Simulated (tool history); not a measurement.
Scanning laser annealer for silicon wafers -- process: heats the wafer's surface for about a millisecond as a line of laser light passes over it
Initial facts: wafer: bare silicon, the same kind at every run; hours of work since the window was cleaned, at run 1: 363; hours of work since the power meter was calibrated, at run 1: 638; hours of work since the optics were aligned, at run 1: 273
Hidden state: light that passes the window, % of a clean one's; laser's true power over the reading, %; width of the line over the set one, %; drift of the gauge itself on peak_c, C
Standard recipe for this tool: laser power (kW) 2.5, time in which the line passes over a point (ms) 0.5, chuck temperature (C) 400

run    hour  laser power (kW)  time in which the line passes over a point (ms)  chuck temperature (C)  hours of work since the window was cleaned  hours of work since the power meter was calibrated  hours of work since the optics were aligned  highest temperature of the surface (C)
  1       0               2.5                                              0.5                    400                                         363                                                 638                                          273                                    1139
  2      47               2.5                                              0.5                    400                                         388                                                 663                                          299                                    1139
  3   128.5               2.5                                              0.5                    423                                         432                                                 706                                          342                                    1156
  4   170.8               2.5                                              0.5                    423                                         455                                                 729                                          365                                    1155
  5   256.1               2.5                                              0.5                    431                                         500                                                 774                                          410                                    1164
  6   334.3               2.5                                              0.5                    431                                         542                                                 816                                          452                                    1160
  7   386.5               2.5                                              0.5                    431                                         570                                                 844                                          480                                    1157
  8     427               2.5                                            0.393                    400                                         591                                                 865                                          501                                    1055
  9     466               2.5                                            0.393                    400                                         612                                                 886                                          522                                    1055
 10   547.7               2.5                                              0.5                    409                                         655                                                 930                                          566                                    1133
 11   595.4               2.5                                              0.5                    409                                         681                                                 955                                          591                                    1130
 12   641.9               2.5                                              0.5                    368                                         706                                                 980                                          616                                    1088
 13   721.5               2.5                                              0.5                    364                                         748                                                1022                                          658                                    1080
 14   767.6               2.5                                            0.377                    370                                         773                                                1047                                          683                                    1006
 15     847             2.658                                            0.563                    365                                         815                                                1089                                          725                                    1176
 16   890.5             2.389                                              0.5                    400                                         838                                                1112                                          748                                    1076
 17   972.9             2.206                                            0.358                    429                                         882                                                1156                                          792                                     951
     1049.2  -- window over the wafer cleaned
 18  1057.3             2.206                                            0.358                    429                                           4                                                1200                                          836                                     982
 19  1105.3             2.511                                            0.367                    422                                          30                                                1226                                          862                                    1083
 20  1145.5             2.511                                            0.367                    422                                          51                                                1247                                          883                                    1082
 21    1184             2.568                                            0.444                    429                                          72                                                1268                                          904                                    1161
 22  1221.8             2.629                                            0.415                    379                                          92                                                1288                                          924                                    1112
 23  1267.9               2.5                                              0.5                    424                                         117                                                1312                                          948                                    1168
 24  1309.5               2.5                                              0.5                    424                                         139                                                1335                                          971                                    1168

Consider 3 possible next runs. They are alternatives, not a sequence: every one starts from the tool as it was left by run 24. What does each give?
  A  1349.1             2.411                                            0.353                    432                                         160                                                1356                                          992                                       ?
  B  1349.1               2.5                                            0.439                    400                                         160                                                1356                                          992                                       ?
  C  1349.1               2.5                                             0.48                    414                                         160                                                1356                                          992                                       ?

run  highest temperature of the surface (C)
  A                                    1043
  B                                    1100
  C                                    1145
With the hidden condition removed and each run's random variation left untouched, the same runs would have given:
run  highest temperature of the surface (C)
  A                                    1052
  B                                    1110
  C                                    1156
